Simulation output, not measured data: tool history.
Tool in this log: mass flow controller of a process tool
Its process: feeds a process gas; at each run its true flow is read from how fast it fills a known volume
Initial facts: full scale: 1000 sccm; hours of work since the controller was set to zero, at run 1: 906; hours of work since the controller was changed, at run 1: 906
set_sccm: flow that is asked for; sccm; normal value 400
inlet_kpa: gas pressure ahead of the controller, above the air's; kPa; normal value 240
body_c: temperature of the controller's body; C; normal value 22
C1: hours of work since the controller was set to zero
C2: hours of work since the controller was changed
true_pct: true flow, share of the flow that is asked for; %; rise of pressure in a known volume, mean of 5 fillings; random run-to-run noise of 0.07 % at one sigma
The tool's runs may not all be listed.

Run 1, hour 0: usual settings; C1 906; C2 906. Result: true_pct 99.08 %.
Run 2, hour 104.3: usual settings; C1 939; C2 939. Result: true_pct 99.31 %.
Run 3, hour 167.3: usual settings; C1 959; C2 959. Result: true_pct 99.16 %.
Run 4, hour 235.7: usual settings but set_sccm 231 sccm; C1 980; C2 980. Result: true_pct 99.1 %.
Run 5, hour 357: usual settings; C1 1018; C2 1018. Result: true_pct 99.29 %.
Run 6, hour 470: usual settings but body_c 31 C; C1 1053; C2 1053. Result: true_pct 100.4 %.
Run 7, hour 553.1: usual settings but inlet_kpa 173 kPa; C1 1079; C2 1079. Result: true_pct 99.55 %.
Run 8, hour 659.2: usual settings but set_sccm 242 sccm, inlet_kpa 261 kPa, body_c 36 C; C1 1113; C2 1113. Result: true_pct 100.96 %.
Run 9, hour 803: usual settings but set_sccm 704 sccm, inlet_kpa 159 kPa, body_c 30 C; C1 1158; C2 1158. Result: true_pct 100.82 %.
Run 10, hour 882.4: usual settings but inlet_kpa 180 kPa, body_c 39 C; C1 1182; C2 1182. Result: true_pct 101.63 %.
Run 11, hour 1015: usual settings but inlet_kpa 202 kPa, body_c 30 C; C1 1224; C2 1224. Result: true_pct 100.68 %.
Run 12, hour 1146.4: usual settings but inlet_kpa 202 kPa, body_c 30 C; C1 1265; C2 1265. Result: true_pct 100.63 %.

Forecast each of these 5 alternatives for the next run:
Run A, hour 1292.3: usual settings but set_sccm 492 sccm, inlet_kpa 202 kPa, body_c 30 C; C1 1311; C2 1311. Result: true_pct ?.
Run B, hour 1292.3: usual settings but set_sccm 463 sccm, inlet_kpa 158 kPa; C1 1311; C2 1311. Result: true_pct ?.
Run C, hour 1292.3: usual settings but set_sccm 142 sccm; C1 1311; C2 1311. Result: true_pct ?.
Run D, hour 1292.3: usual settings but inlet_kpa 202 kPa, body_c 38 C; C1 1311; C2 1311. Result: true_pct ?.
Run E, hour 1292.3: usual settings but body_c 32 C; C1 1311; C2 1311. Result: true_pct ?.

run  true_pct
  A    100.76
  B    100.04
  C     99.49
  D    101.68
  E       101
With the hidden condition removed and each run's random variation left untouched, the same runs would have given:
run  true_pct
  A    100.14
  B     99.42
  C     98.88
  D    101.05
  E    100.37

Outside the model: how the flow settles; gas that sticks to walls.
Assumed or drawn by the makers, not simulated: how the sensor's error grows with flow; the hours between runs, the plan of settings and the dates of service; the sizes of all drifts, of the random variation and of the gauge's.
